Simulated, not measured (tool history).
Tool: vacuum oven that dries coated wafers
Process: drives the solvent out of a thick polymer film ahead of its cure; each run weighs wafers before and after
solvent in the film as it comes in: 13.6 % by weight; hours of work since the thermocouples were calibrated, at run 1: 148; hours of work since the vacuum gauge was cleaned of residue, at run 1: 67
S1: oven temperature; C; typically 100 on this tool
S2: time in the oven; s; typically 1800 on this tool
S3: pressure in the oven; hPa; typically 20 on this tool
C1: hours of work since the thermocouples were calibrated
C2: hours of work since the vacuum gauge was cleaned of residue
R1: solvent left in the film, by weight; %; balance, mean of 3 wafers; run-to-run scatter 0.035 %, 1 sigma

Run 1, hour 0: usual settings; C1 148; C2 67. Result: R1 3.53 %.
Run 2, hour 28.9: usual settings; C1 167; C2 85. Result: R1 3.52 %.
Run 3, hour 60.4: usual settings; C1 187; C2 105. Result: R1 3.5 %.
Run 4, hour 75.1: usual settings; C1 196; C2 115. Result: R1 3.5 %.
Run 5, hour 103: usual settings; C1 214; C2 132. Result: R1 3.51 %.
Run 6, hour 118.7: usual settings; C1 224; C2 142. Result: R1 3.48 %.
Run 7, hour 143.7: usual settings but S3 31.2 hPa; C1 240; C2 158. Result: R1 3.95 %.
Run 8, hour 167.8: usual settings but S2 2340 s; C1 255; C2 174. Result: R1 2.68 %.
Run 9, hour 196: usual settings but S2 2340 s; C1 273; C2 192. Result: R1 2.66 %.
Run 10, hour 210.7: usual settings; C1 282; C2 201. Result: R1 3.53 %.
Run 11, hour 224.2: usual settings but S3 21.2 hPa; C1 291; C2 210. Result: R1 3.54 %.
Run 12, hour 247.1: usual settings; C1 306; C2 224. Result: R1 3.57 %.
Run 13, hour 264.6: usual settings but S1 113 C; C1 317; C2 235. Result: R1 1.1 %.
Run 14, hour 284.1: usual settings but S1 113 C; C1 329; C2 248. Result: R1 1.13 %.
Run 15, hour 315.4: usual settings but S3 43.7 hPa; C1 349; C2 268. Result: R1 4.35 %.
At hour 318.8: vacuum gauge cleaned of residue and calibrated.
Run 16, hour 339.9: usual settings; C1 364; C2 13. Result: R1 3.48 %.
Run 17, hour 364.4: usual settings; C1 379; C2 29. Result: R1 3.49 %.
Run 18, hour 381.5: usual settings but S3 28.9 hPa; C1 390; C2 40. Result: R1 3.85 %.
Run 19, hour 396.8: usual settings but S3 28.9 hPa; C1 400; C2 50. Result: R1 3.87 %.
Run 20, hour 421.4: usual settings but S3 28.9 hPa; C1 416; C2 65. Result: R1 3.82 %.
Run 21, hour 451: usual settings but S2 2100 s, S3 28.9 hPa; C1 434; C2 84. Result: R1 3.33 %.
Run 22, hour 469.1: usual settings but S2 1320 s, S3 28.9 hPa; C1 446; C2 96. Result: R1 4.98 %.
At hour 478.8: vacuum gauge cleaned of residue and calibrated, once more.
Run 23, hour 492.6: usual settings but S1 109 C, S2 1320 s, S3 28.9 hPa; C1 460; C2 9. Result: R1 2.69 %.
Run 24, hour 509: usual settings but S1 109 C, S2 1320 s, S3 28.9 hPa; C1 470; C2 19. Result: R1 2.76 %.
Run 25, hour 528.3: usual settings but S1 109 C, S2 1320 s, S3 28.9 hPa; C1 483; C2 32. Result: R1 2.74 %.
Run 26, hour 541.2: usual settings but S1 104 C, S2 1920 s, S3 50.7 hPa; C1 491; C2 40. Result: R1 3.43 %.
Run 27, hour 566: usual settings but S1 104 C, S2 1920 s, S3 50.7 hPa; C1 507; C2 56. Result: R1 3.45 %.
Run 28, hour 591.7: usual settings but S1 95 C, S2 2940 s, S3 29.7 hPa; C1 523; C2 72. Result: R1 3.57 %.
Run 29, hour 617.6: usual settings but S1 95 C, S2 1920 s, S3 29.7 hPa; C1 539; C2 88. Result: R1 4.96 %.
Run 30, hour 630.7: usual settings but S1 95 C, S2 1920 s, S3 29.7 hPa; C1 548; C2 97. Result: R1 4.89 %.
Run 31, hour 648.1: usual settings but S1 95 C, S2 1920 s, S3 29.7 hPa; C1 559; C2 108. Result: R1 4.86 %.
Run 32, hour 676.5: usual settings but S1 95 C, S2 1140 s, S3 42.9 hPa; C1 577; C2 126. Result: R1 7.1 %.
Run 33, hour 697.8: usual settings but S1 90 C, S2 1740 s; C1 591; C2 139. Result: R1 6.22 %.
Run 34, hour 723.2: usual settings but S1 90 C, S2 1740 s; C1 607; C2 156. Result: R1 6.21 %.
Run 35, hour 736.7: usual settings but S1 90 C, S2 1740 s; C1 615; C2 164. Result: R1 6.17 %.
Run 36, hour 766.7: usual settings but S1 99 C, S2 1740 s; C1 634; C2 183. Result: R1 3.84 %.
Run 37, hour 785.6: usual settings but S1 89 C, S2 2220 s, S3 14.5 hPa; C1 646; C2 195. Result: R1 5.35 %.

For run 38, what comes out?
Run 38, hour 808.1: usual settings but S1 102 C, S3 50.3 hPa; C1 661; C2 210. Result: R1 ?.

R1: 4.12 %
On a tool with no hidden condition, and with the same random variation, this run would have come out at R1 4.15 %.

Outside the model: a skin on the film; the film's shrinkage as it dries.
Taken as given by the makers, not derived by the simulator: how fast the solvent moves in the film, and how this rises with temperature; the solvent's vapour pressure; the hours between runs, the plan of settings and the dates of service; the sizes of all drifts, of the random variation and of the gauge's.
